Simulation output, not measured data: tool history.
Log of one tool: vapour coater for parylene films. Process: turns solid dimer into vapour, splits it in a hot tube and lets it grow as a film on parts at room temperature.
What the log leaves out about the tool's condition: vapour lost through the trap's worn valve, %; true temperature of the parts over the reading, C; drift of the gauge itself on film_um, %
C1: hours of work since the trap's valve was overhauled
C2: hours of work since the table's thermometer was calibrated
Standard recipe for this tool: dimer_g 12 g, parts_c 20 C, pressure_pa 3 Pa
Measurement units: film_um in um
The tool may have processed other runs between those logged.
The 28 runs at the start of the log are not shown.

{"run": 29, "hour": 349.6, "dimer_g": 19, "parts_c": 21, "pressure_pa": 3, "C1": 461, "C2": 349, "film_um": 6.34}
{"run": 30, "hour": 363.3, "dimer_g": 19, "parts_c": 13, "pressure_pa": 8.2, "C1": 467, "C2": 355, "film_um": 7.11}
{"run": 31, "hour": 377.6, "dimer_g": 11, "parts_c": 20, "pressure_pa": 3.71, "C1": 473, "C2": 361, "film_um": 3.63}
{"hour": 379.7, "done": "table's thermometer calibrated"}
{"run": 32, "hour": 387.4, "dimer_g": 20, "parts_c": 14, "pressure_pa": 8.18, "C1": 476, "C2": 3, "film_um": 7.19}
{"run": 33, "hour": 399.2, "dimer_g": 20, "parts_c": 14, "pressure_pa": 5.84, "C1": 481, "C2": 8, "film_um": 7.54}
{"run": 34, "hour": 409.5, "dimer_g": 12, "parts_c": 28, "pressure_pa": 3, "C1": 486, "C2": 12, "film_um": 3.29}
{"run": 35, "hour": 424.5, "dimer_g": 12, "parts_c": 28, "pressure_pa": 3, "C1": 492, "C2": 19, "film_um": 3.28}
{"hour": 426.7, "done": "table's thermometer calibrated, once more"}
{"run": 36, "hour": 438.7, "dimer_g": 12, "parts_c": 20, "pressure_pa": 2.12, "C1": 497, "C2": 5, "film_um": 4.2}
{"run": 37, "hour": 446.3, "dimer_g": 12, "parts_c": 20, "pressure_pa": 2.12, "C1": 501, "C2": 8, "film_um": 4.12}
{"run": 38, "hour": 454.7, "dimer_g": 14, "parts_c": 15, "pressure_pa": 3, "C1": 504, "C2": 12, "film_um": 5.36}
{"run": 39, "hour": 462.0, "dimer_g": 14, "parts_c": 18, "pressure_pa": 11.64, "C1": 507, "C2": 15, "film_um": 4.34}
{"run": 40, "hour": 476.3, "dimer_g": 14, "parts_c": 18, "pressure_pa": 11.64, "C1": 513, "C2": 21, "film_um": 4.32}
{"run": 41, "hour": 488.0, "dimer_g": 14, "parts_c": 18, "pressure_pa": 11.64, "C1": 518, "C2": 26, "film_um": 4.35}
{"run": 42, "hour": 497.8, "dimer_g": 11, "parts_c": 28, "pressure_pa": 8.49, "C1": 522, "C2": 30, "film_um": 2.66}
{"run": 43, "hour": 507.2, "dimer_g": 15, "parts_c": 19, "pressure_pa": 7.12, "C1": 526, "C2": 34, "film_um": 4.75}
{"run": 44, "hour": 517.1, "dimer_g": 15, "parts_c": 30, "pressure_pa": 7.58, "C1": 530, "C2": 38, "film_um": 3.52}
{"run": 45, "hour": 532.0, "dimer_g": 9, "parts_c": 18, "pressure_pa": 2.42, "C1": 536, "C2": 44, "film_um": 3.25}
{"run": 46, "hour": 545.3, "dimer_g": 6, "parts_c": 18, "pressure_pa": 2.42, "C1": 542, "C2": 49, "film_um": 2.16}
{"run": 47, "hour": 557.2, "dimer_g": 10, "parts_c": 20, "pressure_pa": 6.41, "C1": 547, "C2": 54, "film_um": 3.11}

Consider 3 possible next runs. They are alternatives, not a sequence: every one starts from the tool as it was left by run 47. What does each give?
{"run": "A", "hour": 568.6, "dimer_g": 11, "parts_c": 20, "pressure_pa": 3.04, "C1": 552, "C2": 59, "film_um": "?"}
{"run": "B", "hour": 568.6, "dimer_g": 11, "parts_c": 20, "pressure_pa": 3.26, "C1": 552, "C2": 59, "film_um": "?"}
{"run": "C", "hour": 568.6, "dimer_g": 10, "parts_c": 24, "pressure_pa": 4.19, "C1": 552, "C2": 59, "film_um": "?"}

run=A film_um=3.71
run=B film_um=3.65
run=C film_um=2.88
Without the tool's hidden state the same runs would have given:
run=A film_um=4.19
run=B film_um=4.13
run=C film_um=3.26

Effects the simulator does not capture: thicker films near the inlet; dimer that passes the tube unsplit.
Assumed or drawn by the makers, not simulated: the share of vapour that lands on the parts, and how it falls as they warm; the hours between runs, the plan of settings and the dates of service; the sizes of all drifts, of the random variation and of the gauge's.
